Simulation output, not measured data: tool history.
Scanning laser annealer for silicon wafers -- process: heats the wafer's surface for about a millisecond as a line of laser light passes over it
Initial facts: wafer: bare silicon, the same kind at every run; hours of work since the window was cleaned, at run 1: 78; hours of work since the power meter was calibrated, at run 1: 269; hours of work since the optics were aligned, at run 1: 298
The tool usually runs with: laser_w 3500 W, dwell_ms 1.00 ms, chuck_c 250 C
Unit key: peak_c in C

run,day,laser_w,dwell_ms,chuck_c,hours of work since the window was cleaned,hours of work since the power meter was calibrated,hours of work since the optics were aligned,peak_c
1,0.000,3500,1.00,250,78,269,298,983
2,0.725,3193,1.00,250,91,282,311,913
3,1.229,3193,1.00,250,100,291,320,916
4,1.721,3193,1.00,250,109,300,329,914
5,2.604,3193,1.00,250,125,316,345,917
6,3.225,3193,1.00,250,136,327,356,918
7,4.025,3500,0.78,250,151,342,371,906
8,5.067,3578,0.78,250,170,361,390,923
9,6.117,3500,1.00,250,189,380,409,980
10,6.921,3500,1.00,283,203,394,423,1009
11,7.683,3500,1.00,283,217,408,437,1014
12,8.175,3676,1.00,250,226,417,446,1017
13,8.704,3676,1.00,256,236,427,456,1023
14,9.658,3707,1.00,250,253,444,473,1024
15,10.612,3707,1.00,250,270,461,490,1022
16,11.204,3118,1.00,250,281,472,501,894
17,12.196,3118,1.00,250,299,490,519,894
18,13.238,3500,1.00,250,318,509,538,978
19,14.154,3500,1.00,250,334,525,554,975
20,14.883,3592,1.00,250,348,539,568,996
21,15.967,3592,1.00,250,367,558,587,998
22,16.725,3592,1.00,250,381,572,601,997
23,17.762,3592,1.00,250,400,591,620,994
24,18.442,2989,1.03,225,412,603,632,847
25,19.212,2989,1.03,225,426,617,646,846
26,19.750,2989,1.03,225,436,627,656,843
27,20.875,3075,0.90,288,456,647,676,892
28,21.450,3430,0.78,258,467,658,687,896
29,22.296,3500,1.00,222,482,673,702,943
30,22.962,3166,0.85,225,494,685,714,835
31,23.921,3166,0.85,225,512,703,732,830
32,24.971,3166,0.85,225,531,722,751,832
33,25.467,3166,0.85,225,540,731,760,831
34,25.958,3500,0.77,250,548,739,768,896
35,26.692,3500,0.77,273,562,753,782,917
36,27.192,3500,0.77,273,571,762,791,917
37,27.721,3629,0.73,273,580,771,800,927
38,28.467,3629,0.73,273,594,785,814,926
39,29.292,3449,0.86,250,609,800,829,914
40,29.892,3338,1.00,213,620,811,840,899

Same runs, no hidden state in the tool, same run-to-run variation:
Hidden state at play: light that passes the window, % of a clean one's; laser's true power over the reading, %; width of the line over the set one, %; drift of the gauge itself on peak_c, C.
run,peak_c
1,991
2,921
3,924
4,922
5,925
6,926
7,915
8,932
9,991
10,1021
11,1025
12,1030
13,1036
14,1037
15,1035
16,906
17,907
18,992
19,990
20,1011
21,1014
22,1013
23,1011
24,861
25,860
26,858
27,906
28,912
29,962
30,850
31,846
32,849
33,848
34,914
35,936
36,936
37,946
38,945
39,935
40,920

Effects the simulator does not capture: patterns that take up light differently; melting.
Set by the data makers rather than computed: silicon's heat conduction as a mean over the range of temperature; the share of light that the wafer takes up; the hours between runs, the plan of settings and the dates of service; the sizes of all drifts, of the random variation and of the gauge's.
